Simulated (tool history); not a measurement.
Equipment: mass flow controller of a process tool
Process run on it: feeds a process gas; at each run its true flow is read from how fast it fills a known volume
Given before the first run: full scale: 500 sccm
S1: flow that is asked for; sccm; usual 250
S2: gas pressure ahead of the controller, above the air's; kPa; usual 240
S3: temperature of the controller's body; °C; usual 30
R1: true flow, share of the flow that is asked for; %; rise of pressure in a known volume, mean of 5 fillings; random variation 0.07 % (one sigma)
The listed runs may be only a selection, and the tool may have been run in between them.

run	hour	S1	S2	S3	R1
1	0	250	240	30	97.48
2	240	250	240	30	97.47
3	506.1	250	240	30	97.33
4	917.3	250	269	30	97.48
5	1133.6	229	240	30	97.08
# hour 1225.3: controller's zero set anew
6	1395.9	250	240	30	100.07
7	1698.5	250	240	30	99.87
8	2053.3	250	265	30	100.11
9	2408.7	250	265	30	100.1
10	2821.2	250	240	30	99.87
11	3146.9	250	194	30	99.44
12	3531.8	250	194	30	99.24
13	3771.1	250	194	30	99.31
14	4066.7	88	209	29	97.21
15	4370.2	227	141	25	98.86
16	4688.8	85	180	40	96.2
17	4940.1	85	180	40	96.19
18	5331.4	250	174	26	99.01
19	5605	337	157	30	99.57
20	5876.6	337	157	30	99.56
21	6250.1	337	157	30	99.63
22	6659.7	337	156	30	99.55
23	7047.6	337	156	30	99.48
24	7223.4	204	240	30	98.6
25	7601	201	240	21	98.66

Forecast each of these 3 alternatives for the next run:
A	7875.4	207	147	30	?
B	7875.4	157	230	28	?
C	7875.4	338	256	25	?

run	R1
A	97.86
B	97.62
C	100.3
Take away the tool's hidden state, keep each run's random variation, and the runs would have read:
run	R1
A	97.81
B	98.21
C	99.47
